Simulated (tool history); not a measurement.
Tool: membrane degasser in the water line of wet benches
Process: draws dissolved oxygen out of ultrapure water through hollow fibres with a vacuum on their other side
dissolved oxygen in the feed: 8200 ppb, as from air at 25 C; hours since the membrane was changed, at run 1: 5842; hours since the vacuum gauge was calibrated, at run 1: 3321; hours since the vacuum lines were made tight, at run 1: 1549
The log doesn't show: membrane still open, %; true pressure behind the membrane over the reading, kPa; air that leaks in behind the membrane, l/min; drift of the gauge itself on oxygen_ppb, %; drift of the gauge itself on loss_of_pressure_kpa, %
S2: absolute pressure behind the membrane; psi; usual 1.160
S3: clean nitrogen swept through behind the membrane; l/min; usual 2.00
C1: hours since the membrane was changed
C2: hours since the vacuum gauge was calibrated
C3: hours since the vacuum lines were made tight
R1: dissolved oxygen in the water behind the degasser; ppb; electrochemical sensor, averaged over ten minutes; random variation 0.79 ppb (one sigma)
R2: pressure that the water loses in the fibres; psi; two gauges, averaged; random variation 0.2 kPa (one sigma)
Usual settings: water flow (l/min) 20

run 1 day=0.000 | water_flow_(l/min)=20 S2=1.160 S3=2.00 | C1=5842 C2=3321 C3=1549 | R1=116.7 R2=6.406
run 2 day=6.221 | water_flow_(l/min)=27 S2=1.160 S3=2.00 | C1=5991 C2=3470 C3=1698 | R1=166.4 R2=8.643
run 3 day=10.383 | water_flow_(l/min)=27 S2=1.160 S3=2.00 | C1=6091 C2=3570 C3=1798 | R1=168.5 R2=8.675
run 4 day=17.083 | water_flow_(l/min)=27 S2=1.160 S3=2.00 | C1=6252 C2=3731 C3=1959 | R1=167.8 R2=8.699
run 5 day=22.662 | water_flow_(l/min)=20 S2=2.078 S3=2.00 | C1=6386 C2=3864 C3=2093 | R1=261.9 R2=6.447
run 6 day=28.988 | water_flow_(l/min)=20 S2=2.078 S3=2.00 | C1=6538 C2=4016 C3=2244 | R1=260.4 R2=6.443
run 7 day=32.712 | water_flow_(l/min)=20 S2=2.078 S3=2.00 | C1=6627 C2=4106 C3=2334 | R1=261.0 R2=6.412
run 8 day=37.438 | water_flow_(l/min)=20 S2=2.078 S3=1.17 | C1=6740 C2=4219 C3=2447 | R1=416.8 R2=6.454
run 9 day=40.929 | water_flow_(l/min)=20 S2=2.078 S3=1.17 | C1=6824 C2=4303 C3=2531 | R1=418.5 R2=6.460
run 10 day=44.871 | water_flow_(l/min)=20 S2=2.078 S3=1.17 | C1=6919 C2=4397 C3=2626 | R1=416.0 R2=6.431
run 11 day=48.817 | water_flow_(l/min)=20 S2=1.160 S3=2.00 | C1=7013 C2=4492 C3=2720 | R1=117.9 R2=6.464
run 12 day=53.612 | water_flow_(l/min)=20 S2=1.160 S3=2.00 | C1=7129 C2=4607 C3=2835 | R1=117.7 R2=6.438
run 13 day=59.008 | water_flow_(l/min)=20 S2=1.070 S3=2.00 | C1=7258 C2=4737 C3=2965 | R1=103.2 R2=6.461
run 14 day=63.329 | water_flow_(l/min)=20 S2=1.160 S3=2.00 | C1=7362 C2=4840 C3=3069 | R1=118.0 R2=6.434
run 15 day=70.362 | water_flow_(l/min)=20 S2=1.160 S3=2.00 | C1=7531 C2=5009 C3=3237 | R1=118.4 R2=6.479
run 16 day=75.358 | water_flow_(l/min)=20 S2=1.160 S3=2.00 | C1=7650 C2=5129 C3=3357 | R1=117.8 R2=6.435
run 17 day=81.475 | water_flow_(l/min)=20 S2=1.160 S3=2.00 | C1=7797 C2=5276 C3=3504 | R1=118.2 R2=6.463
run 18 day=84.754 | water_flow_(l/min)=20 S2=1.160 S3=2.00 | C1=7876 C2=5355 C3=3583 | R1=118.2 R2=6.401
run 19 day=90.233 | water_flow_(l/min)=20 S2=1.401 S3=2.00 | C1=8007 C2=5486 C3=3714 | R1=155.6 R2=6.444
run 20 day=94.725 | water_flow_(l/min)=17 S2=0.982 S3=2.00 | C1=8115 C2=5594 C3=3822 | R1=74.4 R2=5.465
run 21 day=99.021 | water_flow_(l/min)=17 S2=2.535 S3=2.00 | C1=8218 C2=5697 C3=3925 | R1=281.1 R2=5.449
run 22 day=102.792 | water_flow_(l/min)=17 S2=2.535 S3=2.00 | C1=8309 C2=5787 C3=4016 | R1=281.6 R2=5.459
run 23 day=106.683 | water_flow_(l/min)=30 S2=1.347 S3=3.43 | C1=8402 C2=5881 C3=4109 | R1=158.3 R2=9.713
run 24 day=111.221 | water_flow_(l/min)=30 S2=1.347 S3=3.43 | C1=8511 C2=5990 C3=4218 | R1=157.1 R2=9.636
run 25 day=115.871 | water_flow_(l/min)=19 S2=1.424 S3=5.92 | C1=8623 C2=6101 C3=4330 | R1=56.4 R2=6.129
run 26 day=120.196 | water_flow_(l/min)=20 S2=1.777 S3=0.96 | C1=8727 C2=6205 C3=4433 | R1=408.2 R2=6.460
run 27 day=123.712 | water_flow_(l/min)=20 S2=0.767 S3=2.00 | C1=8811 C2=6290 C3=4518 | R1=54.5 R2=6.437
run 28 day=130.338 | water_flow_(l/min)=23 S2=1.160 S3=2.00 | C1=8970 C2=6449 C3=4677 | R1=137.9 R2=7.380
run 29 day=135.471 | water_flow_(l/min)=13 S2=1.088 S3=2.00 | C1=9093 C2=6572 C3=4800 | R1=67.8 R2=4.200
run 30 day=140.604 | water_flow_(l/min)=30 S2=1.160 S3=2.00 | C1=9216 C2=6695 C3=4923 | R1=195.3 R2=9.683
run 31 day=143.529 | water_flow_(l/min)=16 S2=1.160 S3=1.35 | C1=9287 C2=6765 C3=4993 | R1=133.4 R2=5.169
run 32 day=147.467 | water_flow_(l/min)=18 S2=0.763 S3=3.89 | C1=9381 C2=6860 C3=5088 | R1=26.2 R2=5.812
run 33 day=152.179 | water_flow_(l/min)=30 S2=0.973 S3=1.67 | C1=9494 C2=6973 C3=5201 | R1=172.4 R2=9.636

3 ways to go on from here, each from the tool as it stands after run 33. What would each give?
run A day=156.433 | water_flow_(l/min)=20 S2=1.231 S3=2.00 | C1=9596 C2=7075 C3=5303 | R1=? R2=?
run B day=156.433 | water_flow_(l/min)=17 S2=0.973 S3=5.03 | C1=9596 C2=7075 C3=5303 | R1=? R2=?
run C day=156.433 | water_flow_(l/min)=21 S2=1.040 S3=5.93 | C1=9596 C2=7075 C3=5303 | R1=? R2=?

run=A R1=130.1 R2=6.448
run=B R1=31.4 R2=5.477
run=C R1=41.0 R2=6.765
Without the tool's hidden state the same runs would have given:
run=A R1=129.8 R2=6.440
run=B R1=31.3 R2=5.469
run=C R1=40.9 R2=6.754
